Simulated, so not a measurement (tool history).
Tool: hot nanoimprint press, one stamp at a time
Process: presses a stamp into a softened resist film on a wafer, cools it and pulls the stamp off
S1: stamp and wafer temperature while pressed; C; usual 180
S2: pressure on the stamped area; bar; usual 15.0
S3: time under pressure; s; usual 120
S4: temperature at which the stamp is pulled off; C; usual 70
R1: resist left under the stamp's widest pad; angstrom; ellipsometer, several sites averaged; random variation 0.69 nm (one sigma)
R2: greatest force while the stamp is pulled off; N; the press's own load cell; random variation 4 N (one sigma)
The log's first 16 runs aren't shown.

Run 17, hour 458.2: usual settings but S3 152 s. Result: R1 786 angstrom, R2 220 N.
At hour 488.2: press's hydraulic seals changed and the load cell set to zero.
Run 18, hour 496.5: usual settings but S3 152 s. Result: R1 780 angstrom, R2 223 N.
Run 19, hour 518.1: usual settings but S1 188 C, S3 78 s. Result: R1 702 angstrom, R2 231 N.
At hour 527.4: stamp cleaned and given a new release coat.
Run 20, hour 550.1: usual settings but S1 191 C, S2 18.4 bar, S3 100 s, S4 68 C. Result: R1 499 angstrom, R2 209 N.
Run 21, hour 566.0: usual settings but S1 177 C, S3 107 s, S4 77 C. Result: R1 1018 angstrom, R2 176 N.
Run 22, hour 593.9: usual settings but S1 177 C, S3 107 s, S4 77 C. Result: R1 1015 angstrom, R2 172 N.
At hour 610.3: plate thermocouple calibrated.
Run 23, hour 621.3: usual settings but S1 173 C, S2 18.1 bar, S3 141 s, S4 77 C. Result: R1 946 angstrom, R2 163 N.
Run 24, hour 643.6: usual settings but S1 173 C, S2 18.1 bar, S3 141 s, S4 77 C. Result: R1 932 angstrom, R2 164 N.
Run 25, hour 673.4: usual settings but S1 173 C, S2 18.1 bar, S3 141 s, S4 77 C. Result: R1 928 angstrom, R2 171 N.
Run 26, hour 711.0: usual settings but S1 173 C, S2 18.1 bar, S3 141 s, S4 77 C. Result: R1 941 angstrom, R2 170 N.
Run 27, hour 736.6: usual settings but S1 173 C, S2 18.1 bar, S3 141 s, S4 77 C. Result: R1 951 angstrom, R2 172 N.

The next listed run, before its measurement:
Run 28, hour 754.5: usual settings but S1 189 C, S2 19.9 bar, S3 141 s, S4 77 C. Result: R1 ?, R2 ?.

R1: 418 angstrom
R2: 170 N
Without the tool's hidden state the same run would have given R1 413 angstrom, R2 163 N.
